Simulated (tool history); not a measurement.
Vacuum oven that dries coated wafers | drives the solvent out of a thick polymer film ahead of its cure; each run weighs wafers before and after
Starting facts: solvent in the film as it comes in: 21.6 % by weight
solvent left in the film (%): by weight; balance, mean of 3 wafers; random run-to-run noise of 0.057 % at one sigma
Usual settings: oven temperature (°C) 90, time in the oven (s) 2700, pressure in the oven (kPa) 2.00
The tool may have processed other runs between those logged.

| run | hour | oven temperature (°C) | time in the oven (s) | pressure in the oven (kPa) | solvent left in the film (%) |
|---|---|---|---|---|---|
| 1 | 0.0 | 90 | 2700 | 2.00 | 2.69 |
| 2 | 51.7 | 90 | 4200 | 2.00 | 1.41 |
| 3 | 156.6 | 90 | 2700 | 2.00 | 2.72 |
| 4 | 211.1 | 90 | 2700 | 2.00 | 2.76 |
| 5 | 283.7 | 90 | 2700 | 2.00 | 2.81 |
| 6 | 366.0 | 90 | 2700 | 2.00 | 2.92 |
| 7 | 478.4 | 90 | 2700 | 2.00 | 2.93 |
| 8 | 544.1 | 90 | 2700 | 2.00 | 2.82 |
| 9 | 615.2 | 90 | 2700 | 2.00 | 2.97 |
| 10 | 666.6 | 90 | 2700 | 3.72 | 3.67 |
| 11 | 757.2 | 90 | 2700 | 3.72 | 3.72 |
| 12 | 820.6 | 90 | 2700 | 2.00 | 3.03 |
| 13 | 904.3 | 101 | 2700 | 2.00 | 0.78 |
| 14 | 975.9 | 101 | 2700 | 2.00 | 0.96 |
| 15 | 1071.5 | 101 | 2700 | 2.00 | 0.80 |
|  | 1081.7 | oven's thermocouples calibrated |
| 16 | 1186.8 | 103 | 1800 | 5.69 | 2.24 |
| 17 | 1266.4 | 89 | 2700 | 2.00 | 3.56 |
| 18 | 1386.9 | 89 | 2700 | 2.00 | 3.68 |
| 19 | 1493.4 | 89 | 3060 | 3.69 | 3.95 |
| 20 | 1577.0 | 89 | 3060 | 3.69 | 3.99 |
|  | 1652.3 | oven's thermocouples calibrated, once more |
| 21 | 1668.8 | 92 | 3060 | 2.33 | 2.00 |
| 22 | 1775.4 | 101 | 1680 | 7.30 | 3.12 |
| 23 | 1857.2 | 101 | 1680 | 7.30 | 3.08 |

Consider 4 possible next runs. They are alternatives, not a sequence: every one starts from the tool as it was left by run 23. What does each give?
| A | 1933.9 | 101 | 4440 | 6.39 | ? |
| B | 1933.9 | 90 | 3900 | 3.12 | ? |
| C | 1933.9 | 76 | 4140 | 2.52 | ? |
| D | 1933.9 | 95 | 4860 | 1.77 | ? |

| run | solvent left in the film (%) |
|---|---|
| A | 2.04 |
| B | 2.31 |
| C | 7.42 |
| D | 0.87 |
The same runs, with their run-to-run variation unchanged, on a tool lacking any hidden condition would have given:
| run | solvent left in the film (%) |
|---|---|
| A | 1.92 |
| B | 2.09 |
| C | 7.05 |
| D | 0.73 |
